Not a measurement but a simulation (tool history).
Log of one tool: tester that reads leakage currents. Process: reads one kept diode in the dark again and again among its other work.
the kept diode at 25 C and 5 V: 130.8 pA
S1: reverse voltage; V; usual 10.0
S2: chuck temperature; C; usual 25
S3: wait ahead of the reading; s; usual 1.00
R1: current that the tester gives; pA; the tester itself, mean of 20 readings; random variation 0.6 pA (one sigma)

run    hour    S1  S2    S3       R1
  1     0.0  10.0  25  1.00   197.99
  2    86.6  10.0  25  1.00   197.36
  3   178.2  10.0  25  1.23   197.93
      199.0  -- chuck's temperature calibrated
  4   264.6  10.0  25  1.00   198.98
  5   309.3  10.0  25  1.00   198.39
  6   351.2  10.0  25  8.58   195.63
  7   412.0  10.0  25  8.58   195.94
  8   469.2  10.0  35  8.58   488.34
  9   556.8  10.0  35  8.58   487.32
 10   601.1  10.0  35  8.58   488.37
 11   641.5  10.0  35  8.58   485.90
 12   699.8  10.0  35  8.58   486.46
 13   781.0  10.0  35  8.58   488.18
 14   869.5  10.0  35  8.58   485.76
 15   948.7  10.0  35  8.58   486.34
 16  1011.1  10.0  25  4.77   196.91
 17  1090.2  10.0  25  4.77   195.19
 18  1128.3  10.0  56  4.77  2788.64
 19  1171.7  10.0  24  1.00   180.68
 20  1248.2  10.0  26  1.00   217.27
 21  1304.7  10.0  26  1.00   217.62
 22  1362.2  10.0  37  2.19   581.95
 23  1409.2  10.0  37  2.19   582.83
 24  1493.6  10.0  47  0.88  1352.94
     1520.0  -- probe card cleaned and baked
 25  1544.4   6.1  26  0.71   163.85
 26  1601.0   2.1  44  1.81   429.75
 27  1669.9  13.1  53  1.81  2563.30
     1758.1  -- chuck's temperature calibrated
 28  1758.1  10.0  39  1.00   691.10
 29  1823.1  11.3  39  2.86   740.12
 30  1908.5   9.2  51  1.00  1783.34
 31  1954.8   7.3  25  8.05   163.01
 32  2037.0  10.0  45  1.00  1144.56
 33  2094.8  10.0  45  1.00  1149.19
 34  2157.5  11.8  31  1.66   377.84
 35  2205.0  11.8  31  1.66   372.96
 36  2258.9  11.8  31  1.66   376.88
 37  2327.2   2.1  23  0.81    66.20
 38  2381.7   2.1  23  0.81    66.46
 39  2456.1  10.0  25  0.36   202.20

The same runs without the tool's hidden state, with the same run-to-run variation:
The hidden state here: stray current of the dirty probe card, pA a volt; current scale over the true one, %; true chuck temperature over the reading, C; drift of the gauge itself on leakage_pa, %.
run       R1
  1   198.03
  2   197.41
  3   197.99
  4   198.72
  5   198.14
  6   195.38
  7   195.70
  8   488.18
  9   487.20
 10   488.26
 11   485.81
 12   486.40
 13   488.15
 14   485.77
 15   486.38
 16   196.73
 17   195.03
 18  2790.74
 19   180.51
 20   217.14
 21   217.51
 22   582.27
 23   583.18
 24  1354.28
 25   164.10
 26   430.36
 27  2566.94
 28   691.18
 29   740.25
 30  1783.86
 31   163.04
 32  1145.02
 33  1149.72
 34   377.98
 35   373.12
 36   377.06
 37    66.23
 38    66.50
 39   202.29
